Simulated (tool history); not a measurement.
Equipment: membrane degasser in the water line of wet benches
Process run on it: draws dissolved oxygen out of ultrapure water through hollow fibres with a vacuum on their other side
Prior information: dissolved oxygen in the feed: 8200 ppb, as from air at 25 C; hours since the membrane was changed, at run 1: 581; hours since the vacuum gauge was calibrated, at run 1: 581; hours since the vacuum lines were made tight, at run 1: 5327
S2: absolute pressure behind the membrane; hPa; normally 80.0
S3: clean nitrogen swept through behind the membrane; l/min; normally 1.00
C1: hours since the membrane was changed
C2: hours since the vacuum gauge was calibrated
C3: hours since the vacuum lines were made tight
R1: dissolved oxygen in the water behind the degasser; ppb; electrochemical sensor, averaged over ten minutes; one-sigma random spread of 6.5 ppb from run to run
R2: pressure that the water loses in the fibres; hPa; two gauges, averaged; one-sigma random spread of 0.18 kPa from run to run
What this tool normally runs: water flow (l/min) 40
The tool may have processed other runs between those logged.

run 1 hour=0.0 | water_flow_(l/min)=40 S2=80.0 S3=1.00 | C1=581 C2=581 C3=5327 | R1=656.0 R2=342.5
run 2 hour=41.9 | water_flow_(l/min)=40 S2=80.0 S3=1.00 | C1=623 C2=623 C3=5369 | R1=662.4 R2=341.4
run 3 hour=70.8 | water_flow_(l/min)=29 S2=80.0 S3=1.00 | C1=651 C2=651 C3=5398 | R1=404.3 R2=249.6
run 4 hour=112.8 | water_flow_(l/min)=29 S2=80.0 S3=0.56 | C1=693 C2=693 C3=5440 | R1=561.1 R2=248.2
run 5 hour=150.0 | water_flow_(l/min)=35 S2=80.0 S3=1.00 | C1=731 C2=731 C3=5477 | R1=530.7 R2=300.1
run 6 hour=179.2 | water_flow_(l/min)=35 S2=80.0 S3=1.00 | C1=760 C2=760 C3=5506 | R1=540.3 R2=300.3
run 7 hour=200.0 | water_flow_(l/min)=35 S2=80.0 S3=1.00 | C1=781 C2=781 C3=5527 | R1=541.0 R2=299.7
run 8 hour=224.0 | water_flow_(l/min)=35 S2=80.0 S3=1.00 | C1=805 C2=805 C3=5551 | R1=539.9 R2=299.5
run 9 hour=250.0 | water_flow_(l/min)=40 S2=80.0 S3=1.00 | C1=831 C2=831 C3=5577 | R1=661.7 R2=344.7
run 10 hour=299.5 | water_flow_(l/min)=40 S2=80.0 S3=1.00 | C1=880 C2=880 C3=5626 | R1=653.3 R2=342.1
run 11 hour=338.6 | water_flow_(l/min)=40 S2=80.0 S3=1.00 | C1=919 C2=919 C3=5665 | R1=650.6 R2=341.8
run 12 hour=364.4 | water_flow_(l/min)=40 S2=80.0 S3=1.00 | C1=945 C2=945 C3=5691 | R1=657.6 R2=343.3
run 13 hour=408.8 | water_flow_(l/min)=40 S2=63.1 S3=1.00 | C1=989 C2=989 C3=5736 | R1=545.7 R2=340.5
run 14 hour=444.1 | water_flow_(l/min)=40 S2=63.1 S3=1.00 | C1=1025 C2=1025 C3=5771 | R1=540.7 R2=345.8
run 15 hour=475.8 | water_flow_(l/min)=40 S2=63.1 S3=1.00 | C1=1057 C2=1057 C3=5803 | R1=543.9 R2=342.9
run 16 hour=497.9 | water_flow_(l/min)=40 S2=63.1 S3=1.00 | C1=1079 C2=1079 C3=5825 | R1=538.3 R2=344.4
run 17 hour=546.6 | water_flow_(l/min)=40 S2=63.1 S3=1.00 | C1=1127 C2=1127 C3=5873 | R1=550.0 R2=340.2
run 18 hour=570.3 | water_flow_(l/min)=40 S2=63.1 S3=1.00 | C1=1151 C2=1151 C3=5897 | R1=535.9 R2=342.4
run 19 hour=594.3 | water_flow_(l/min)=63 S2=122.1 S3=0.94 | C1=1175 C2=1175 C3=5921 | R1=1630.5 R2=539.6
run 20 hour=640.4 | water_flow_(l/min)=40 S2=103.9 S3=2.11 | C1=1221 C2=1221 C3=5967 | R1=595.5 R2=342.0
run 21 hour=678.5 | water_flow_(l/min)=46 S2=103.9 S3=1.33 | C1=1259 C2=1259 C3=6005 | R1=868.7 R2=394.2
run 22 hour=706.2 | water_flow_(l/min)=46 S2=103.9 S3=1.33 | C1=1287 C2=1287 C3=6033 | R1=885.0 R2=394.1

Estimate the outcome of run 23 from the log above:
run 23 hour=737.2 | water_flow_(l/min)=38 S2=81.0 S3=2.91 | C1=1318 C2=1318 C3=6064 | R1=? R2=?

R1: 417.7 ppb
R2: 326.5 hPa
The same run, on a tool lacking any hidden state, would have yielded R1 408.5 ppb, R2 323.9 hPa.
